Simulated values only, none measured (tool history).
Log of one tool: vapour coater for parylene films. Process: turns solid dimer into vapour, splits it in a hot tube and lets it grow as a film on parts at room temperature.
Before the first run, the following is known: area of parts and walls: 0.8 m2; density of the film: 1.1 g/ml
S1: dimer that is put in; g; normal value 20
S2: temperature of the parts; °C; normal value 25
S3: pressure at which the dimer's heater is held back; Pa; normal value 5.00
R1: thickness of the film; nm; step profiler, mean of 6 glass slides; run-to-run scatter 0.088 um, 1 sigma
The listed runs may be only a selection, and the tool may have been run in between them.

run 1 hour=0.0 | S1=20 S2=25 S3=5.00 | R1=10620
run 2 hour=35.6 | S1=20 S2=34 S3=5.00 | R1=6960
run 3 hour=61.4 | S1=9 S2=25 S3=5.00 | R1=4820
run 4 hour=111.8 | S1=9 S2=25 S3=5.00 | R1=4800
run 5 hour=149.5 | S1=20 S2=26 S3=5.00 | R1=10200
-- hour=206.0 trap's valve overhauled
run 6 hour=206.0 | S1=20 S2=26 S3=5.00 | R1=10190
run 7 hour=251.4 | S1=20 S2=25 S3=5.00 | R1=10680
run 8 hour=274.0 | S1=12 S2=25 S3=5.00 | R1=6510

Run 9 is up next; what results do you expect?
run 9 hour=298.6 | S1=12 S2=25 S3=8.35 | R1=?

{"run 9": {"R1": 5700}}
Take away the tool's hidden state, keep the run-to-run variation as it was, and the same run would have given R1 5710 nm.
